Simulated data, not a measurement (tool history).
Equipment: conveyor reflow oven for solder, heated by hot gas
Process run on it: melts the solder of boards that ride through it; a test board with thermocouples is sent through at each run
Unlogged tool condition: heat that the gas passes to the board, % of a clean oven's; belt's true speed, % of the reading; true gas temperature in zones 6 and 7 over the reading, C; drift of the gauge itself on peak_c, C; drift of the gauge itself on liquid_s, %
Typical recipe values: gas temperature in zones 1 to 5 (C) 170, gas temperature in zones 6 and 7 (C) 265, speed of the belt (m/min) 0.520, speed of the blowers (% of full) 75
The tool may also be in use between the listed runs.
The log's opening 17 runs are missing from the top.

| run | day | gas temperature in zones 1 to 5 (C) | gas temperature in zones 6 and 7 (C) | speed of the belt (m/min) | speed of the blowers (% of full) | hours of work since the flux was cleaned out | hours of work since the belt drive was overhauled | hours of work since the thermocouples were changed | highest temperature of the board (C) | time above the solder's melting point (s) |
|---|---|---|---|---|---|---|---|---|---|---|
| 18 | 46.088 | 162 | 257 | 0.478 | 75 | 70 | 782 | 312 | 247.5 | 52.2 |
| 19 | 48.046 | 162 | 257 | 0.478 | 75 | 107 | 819 | 349 | 247.4 | 52.1 |
| 20 | 49.683 | 170 | 265 | 0.608 | 75 | 138 | 850 | 379 | 249.1 | 41.7 |
|  | 50.325 | belt drive overhauled, speed set with a stopwatch |
| 21 | 51.996 | 165 | 257 | 0.608 | 71 | 178 | 31 | 420 | 239.7 | 33.0 |
| 22 | 55.500 | 165 | 257 | 0.608 | 71 | 244 | 97 | 485 | 239.6 | 32.9 |
| 23 | 57.008 | 168 | 265 | 0.520 | 59 | 272 | 126 | 514 | 247.9 | 46.6 |
| 24 | 59.900 | 182 | 264 | 0.520 | 75 | 327 | 180 | 568 | 254.1 | 56.7 |
| 25 | 62.421 | 182 | 264 | 0.520 | 75 | 374 | 227 | 615 | 254.3 | 56.7 |
|  | 62.838 | flux residue cleaned out of gas plates and filters |
| 26 | 64.108 | 182 | 264 | 0.568 | 75 | 24 | 255 | 643 | 253.1 | 51.0 |
| 27 | 65.712 | 170 | 265 | 0.520 | 65 | 54 | 285 | 673 | 251.6 | 50.9 |
| 28 | 67.158 | 170 | 259 | 0.520 | 75 | 81 | 312 | 701 | 248.8 | 50.0 |
| 29 | 69.362 | 170 | 259 | 0.520 | 75 | 123 | 354 | 742 | 249.2 | 49.9 |
| 30 | 72.429 | 180 | 265 | 0.568 | 75 | 180 | 411 | 800 | 253.5 | 50.5 |

3 options for the next run, each taken on its own from the tool as it stands now. Forecast them:
| A | 74.346 | 182 | 265 | 0.470 | 75 | 216 | 447 | 836 | ? | ? |
| B | 74.346 | 158 | 280 | 0.568 | 87 | 216 | 447 | 836 | ? | ? |
| C | 74.346 | 180 | 268 | 0.578 | 75 | 216 | 447 | 836 | ? | ? |

| run | highest temperature of the board (C) | time above the solder's melting point (s) |
|---|---|---|
| A | 258.6 | 65.9 |
| B | 267.2 | 51.5 |
| C | 255.8 | 50.6 |
Take away the tool's hidden state, keep each run's random variation, and the runs would have read:
| run | highest temperature of the board (C) | time above the solder's melting point (s) |
|---|---|---|
| A | 256.9 | 64.8 |
| B | 265.9 | 50.8 |
| C | 254.4 | 49.7 |
